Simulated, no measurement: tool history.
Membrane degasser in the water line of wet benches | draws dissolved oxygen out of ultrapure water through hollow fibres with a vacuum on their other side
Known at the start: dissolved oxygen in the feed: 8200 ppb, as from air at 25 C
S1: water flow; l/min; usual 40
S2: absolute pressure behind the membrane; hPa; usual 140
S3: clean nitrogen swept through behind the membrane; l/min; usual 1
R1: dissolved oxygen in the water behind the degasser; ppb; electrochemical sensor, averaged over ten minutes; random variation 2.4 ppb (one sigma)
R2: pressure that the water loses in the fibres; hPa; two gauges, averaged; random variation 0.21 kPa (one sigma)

run,hour,S1,S2,S3,R1,R2
1,0,40,140,1,814.4,518.8
2,32,40,140,1,816.7,524.7
3,60.9,25,140,1,563.5,325.6
4,104.2,25,140,1,563.4,323.9
5,153.3,25,140,1,564.3,326.1
6,192.1,25,133,1,529.1,325.9
7,231.1,25,133,1,530.1,322.9
8,255.7,25,133,1,530.5,322.1
9,300.7,25,133,1,532.1,325.1
10,323.1,25,133,1,530.8,325.2
11,349.5,25,133,1,531.5,329.8
12,397.6,30,140,1,654,386.2
13,422.8,30,140,1,654.8,391.1
14,466.6,40,259,1,1554.8,528.4
15,490.7,44,259,1,1657.4,573.1
16,513.7,27,259,1,1173,353.5
17,539.3,40,140,2.27,423.7,525.1
18,588.5,40,140,2.27,425.6,520
19,615.4,40,223,1,1342.5,520.2
20,642.5,40,140,2.29,421.2,522.9
21,688,40,140,2.29,421.8,519.9
22,712.1,39,140,1.7,531.2,506.4
23,761.1,54,140,0.77,1207.3,708
24,809.6,41,316,0.57,2681.9,536.1
25,851.4,36,257,0.41,2485.4,471
26,879.1,36,157,0.41,1572.1,471.4
27,914.4,59,136,1.86,667.5,772.4
28,951.6,51,122,0.47,1348.3,667.7
29,979.3,40,150,1.79,565,522.1
30,1016.7,36,140,1.31,612.4,468.7
31,1038.1,36,132,1,708,471.3
32,1062.8,59,140,1,1083.2,778.3

Forecast each of these 4 alternatives for the next run:
A,1114.8,26,112,2.06,?,?
B,1114.8,60,158,0.95,?,?
C,1114.8,62,331,0.62,?,?
D,1114.8,32,172,2.59,?,?

run,R1,R2
A,239.1,344.5
B,1298.6,791.1
C,3288.9,809.1
D,397.8,418.2
Without the tool's hidden state the same runs would have given:
run,R1,R2
A,230.4,332.1
B,1274.3,762.5
C,3271.6,779.8
D,388.9,403
